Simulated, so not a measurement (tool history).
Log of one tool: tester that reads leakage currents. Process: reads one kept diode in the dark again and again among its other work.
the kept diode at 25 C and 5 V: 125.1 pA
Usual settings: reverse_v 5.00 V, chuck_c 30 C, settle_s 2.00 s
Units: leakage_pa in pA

{"run": 1, "day": 0.0, "reverse_v": 5.0, "chuck_c": 30, "settle_s": 2.0, "leakage_pa": 191.7}
{"run": 2, "day": 2.642, "reverse_v": 5.0, "chuck_c": 30, "settle_s": 2.0, "leakage_pa": 190.57}
{"run": 3, "day": 5.333, "reverse_v": 5.0, "chuck_c": 30, "settle_s": 2.0, "leakage_pa": 190.36}
{"run": 4, "day": 7.371, "reverse_v": 5.0, "chuck_c": 30, "settle_s": 2.0, "leakage_pa": 190.33}
{"run": 5, "day": 8.912, "reverse_v": 1.66, "chuck_c": 30, "settle_s": 2.0, "leakage_pa": 103.24}
{"run": 6, "day": 11.754, "reverse_v": 1.66, "chuck_c": 30, "settle_s": 2.0, "leakage_pa": 102.66}
{"run": 7, "day": 13.246, "reverse_v": 1.66, "chuck_c": 30, "settle_s": 2.0, "leakage_pa": 102.71}
{"run": 8, "day": 16.029, "reverse_v": 2.3, "chuck_c": 30, "settle_s": 2.0, "leakage_pa": 123.55}
{"run": 9, "day": 19.221, "reverse_v": 2.3, "chuck_c": 30, "settle_s": 2.0, "leakage_pa": 124.03}
{"run": 10, "day": 21.992, "reverse_v": 2.3, "chuck_c": 30, "settle_s": 2.0, "leakage_pa": 123.53}
{"run": 11, "day": 24.862, "reverse_v": 1.96, "chuck_c": 30, "settle_s": 2.0, "leakage_pa": 113.23}
{"run": 12, "day": 27.571, "reverse_v": 1.96, "chuck_c": 30, "settle_s": 2.0, "leakage_pa": 113.34}
{"run": 13, "day": 29.521, "reverse_v": 5.0, "chuck_c": 30, "settle_s": 2.0, "leakage_pa": 189.04}
{"run": 14, "day": 31.662, "reverse_v": 5.0, "chuck_c": 48, "settle_s": 2.0, "leakage_pa": 763.23}
{"day": 33.012, "done": "chuck's temperature calibrated"}
{"run": 15, "day": 33.296, "reverse_v": 5.0, "chuck_c": 48, "settle_s": 2.0, "leakage_pa": 764.81}
{"day": 33.871, "done": "probe card cleaned and baked"}
{"run": 16, "day": 35.929, "reverse_v": 5.0, "chuck_c": 48, "settle_s": 2.0, "leakage_pa": 763.77}
{"run": 17, "day": 39.104, "reverse_v": 4.26, "chuck_c": 30, "settle_s": 2.0, "leakage_pa": 174.68}
{"run": 18, "day": 41.679, "reverse_v": 4.26, "chuck_c": 30, "settle_s": 2.0, "leakage_pa": 174.63}
{"run": 19, "day": 43.871, "reverse_v": 4.26, "chuck_c": 30, "settle_s": 2.0, "leakage_pa": 174.41}
{"run": 20, "day": 46.188, "reverse_v": 4.26, "chuck_c": 30, "settle_s": 2.0, "leakage_pa": 174.5}
{"run": 21, "day": 49.062, "reverse_v": 11.4, "chuck_c": 30, "settle_s": 9.5, "leakage_pa": 300.81}
{"run": 22, "day": 51.642, "reverse_v": 1.89, "chuck_c": 54, "settle_s": 0.78, "leakage_pa": 677.39}
{"run": 23, "day": 53.517, "reverse_v": 1.89, "chuck_c": 54, "settle_s": 0.78, "leakage_pa": 686.3}
{"run": 24, "day": 54.954, "reverse_v": 6.07, "chuck_c": 24, "settle_s": 7.82, "leakage_pa": 128.09}
{"run": 25, "day": 58.125, "reverse_v": 5.85, "chuck_c": 37, "settle_s": 0.78, "leakage_pa": 364.71}
{"run": 26, "day": 59.667, "reverse_v": 2.94, "chuck_c": 30, "settle_s": 2.15, "leakage_pa": 141.36}
{"run": 27, "day": 61.746, "reverse_v": 6.34, "chuck_c": 30, "settle_s": 5.61, "leakage_pa": 217.41}
{"run": 28, "day": 63.867, "reverse_v": 2.8, "chuck_c": 23, "settle_s": 3.21, "leakage_pa": 77.2}
{"run": 29, "day": 66.317, "reverse_v": 2.8, "chuck_c": 26, "settle_s": 6.58, "leakage_pa": 98.6}
{"run": 30, "day": 68.075, "reverse_v": 1.47, "chuck_c": 57, "settle_s": 0.84, "leakage_pa": 733.51}
{"run": 31, "day": 70.371, "reverse_v": 1.16, "chuck_c": 21, "settle_s": 2.0, "leakage_pa": 39.69}
{"run": 32, "day": 72.192, "reverse_v": 11.96, "chuck_c": 25, "settle_s": 0.82, "leakage_pa": 207.99}
{"run": 33, "day": 74.396, "reverse_v": 4.38, "chuck_c": 25, "settle_s": 3.76, "leakage_pa": 116.34}
{"run": 34, "day": 76.125, "reverse_v": 4.38, "chuck_c": 25, "settle_s": 3.76, "leakage_pa": 117.18}
{"run": 35, "day": 78.417, "reverse_v": 1.98, "chuck_c": 30, "settle_s": 1.93, "leakage_pa": 114.4}
{"run": 36, "day": 81.55, "reverse_v": 3.9, "chuck_c": 39, "settle_s": 4.55, "leakage_pa": 338.15}
{"run": 37, "day": 83.596, "reverse_v": 5.0, "chuck_c": 42, "settle_s": 2.05, "leakage_pa": 488.47}
{"day": 84.967, "done": "chuck's temperature calibrated"}
{"run": 38, "day": 85.308, "reverse_v": 5.0, "chuck_c": 22, "settle_s": 0.69, "leakage_pa": 99.17}

The next listed run, before its measurement:
{"run": 39, "day": 87.158, "reverse_v": 5.0, "chuck_c": 22, "settle_s": 0.69, "leakage_pa": "?"}

Run 39 gave leakage_pa 99.24 pA.
Without the tool's hidden state the same run would have given leakage_pa 99.21 pA.
